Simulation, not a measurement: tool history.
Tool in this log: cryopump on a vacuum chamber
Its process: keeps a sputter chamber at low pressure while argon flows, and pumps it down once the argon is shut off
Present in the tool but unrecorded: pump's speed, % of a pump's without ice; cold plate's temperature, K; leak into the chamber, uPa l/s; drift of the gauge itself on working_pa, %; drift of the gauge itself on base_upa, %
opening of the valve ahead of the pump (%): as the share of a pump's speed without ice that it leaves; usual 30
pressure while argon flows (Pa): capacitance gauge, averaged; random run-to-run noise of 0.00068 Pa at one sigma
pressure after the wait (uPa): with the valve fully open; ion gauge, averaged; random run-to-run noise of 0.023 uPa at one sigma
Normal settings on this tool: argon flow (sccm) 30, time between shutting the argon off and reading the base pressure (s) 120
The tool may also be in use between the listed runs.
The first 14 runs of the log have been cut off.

| run | hour | argon flow (sccm) | time between shutting the argon off and reading the base pressure (s) | opening of the valve ahead of the pump (%) | hours of work since the pump was warmed up and emptied | hours of work since the cold head was overhauled | hours of work since the chamber's fittings were tightened | pressure while argon flows (Pa) | pressure after the wait (uPa) |
|---|---|---|---|---|---|---|---|---|---|
| 15 | 658.1 | 30 | 190 | 43 | 505 | 1437 | 1006 | 0.0847 | 2.55 |
| 16 | 697.2 | 30 | 47 | 30 | 528 | 1459 | 1029 | 0.1207 | 3.7 |
| 17 | 742.7 | 30 | 20 | 30 | 554 | 1485 | 1055 | 0.1218 | 5.43 |
| 18 | 792.5 | 58 | 120 | 30 | 582 | 1514 | 1084 | 0.2326 | 2.91 |
| 19 | 824.9 | 13 | 41 | 30 | 601 | 1533 | 1103 | 0.053 | 4.08 |
| 20 | 856.6 | 13 | 41 | 30 | 619 | 1551 | 1121 | 0.0533 | 4.11 |
| 21 | 883.8 | 33 | 78 | 22 | 635 | 1567 | 1137 | 0.1796 | 3.23 |
| 22 | 937 | 21 | 160 | 22 | 666 | 1597 | 1167 | 0.114 | 3.04 |
| 23 | 975.2 | 40 | 120 | 40 | 688 | 1619 | 1189 | 0.1238 | 3.16 |
| 24 | 1016 | 60 | 24 | 30 | 711 | 1643 | 1213 | 0.2449 | 5.42 |
| 25 | 1058.3 | 59 | 52 | 30 | 736 | 1667 | 1237 | 0.2387 | 4.15 |
| 26 | 1095.9 | 22 | 274 | 30 | 757 | 1689 | 1259 | 0.0897 | 3.15 |
| 27 | 1130.4 | 22 | 274 | 30 | 777 | 1709 | 1279 | 0.0914 | 3.18 |
| 28 | 1165.2 | 22 | 274 | 30 | 797 | 1729 | 1299 | 0.0894 | 3.24 |
| 29 | 1209.9 | 22 | 274 | 30 | 823 | 1755 | 1325 | 0.0911 | 3.31 |
| 30 | 1237.2 | 30 | 22 | 31 | 839 | 1770 | 1340 | 0.1213 | 6.1 |
| 31 | 1294 | 30 | 22 | 31 | 872 | 1803 | 1373 | 0.1208 | 6.17 |
| 32 | 1340.3 | 18 | 79 | 45 | 898 | 1830 | 1400 | 0.0515 | 4.04 |
|  | 1378.9 | pump warmed up, emptied and cooled again |
| 33 | 1395.4 | 18 | 79 | 45 | 10 | 1859 | 1429 | 0.046 | 3.44 |
| 34 | 1431.1 | 18 | 79 | 45 | 30 | 1879 | 1449 | 0.0459 | 3.54 |
| 35 | 1473 | 18 | 79 | 45 | 54 | 1904 | 1473 | 0.0468 | 3.57 |

What if the next run were any one of these 3? Each begins from the tool's condition after run 35:
| A | 1522.8 | 37 | 72 | 27 | 83 | 1932 | 1502 | ? | ? |
| B | 1522.8 | 30 | 259 | 25 | 83 | 1932 | 1502 | ? | ? |
| C | 1522.8 | 30 | 108 | 56 | 83 | 1932 | 1502 | ? | ? |

| run | pressure while argon flows (Pa) | pressure after the wait (uPa) |
|---|---|---|
| A | 0.1595 | 3.72 |
| B | 0.1401 | 3.16 |
| C | 0.0628 | 3.36 |
With the hidden condition removed and each run's random variation left untouched, the same runs would have given:
| run | pressure while argon flows (Pa) | pressure after the wait (uPa) |
|---|---|---|
| A | 0.1581 | 1.1 |
| B | 0.1389 | 0.47 |
| C | 0.0617 | 0.77 |
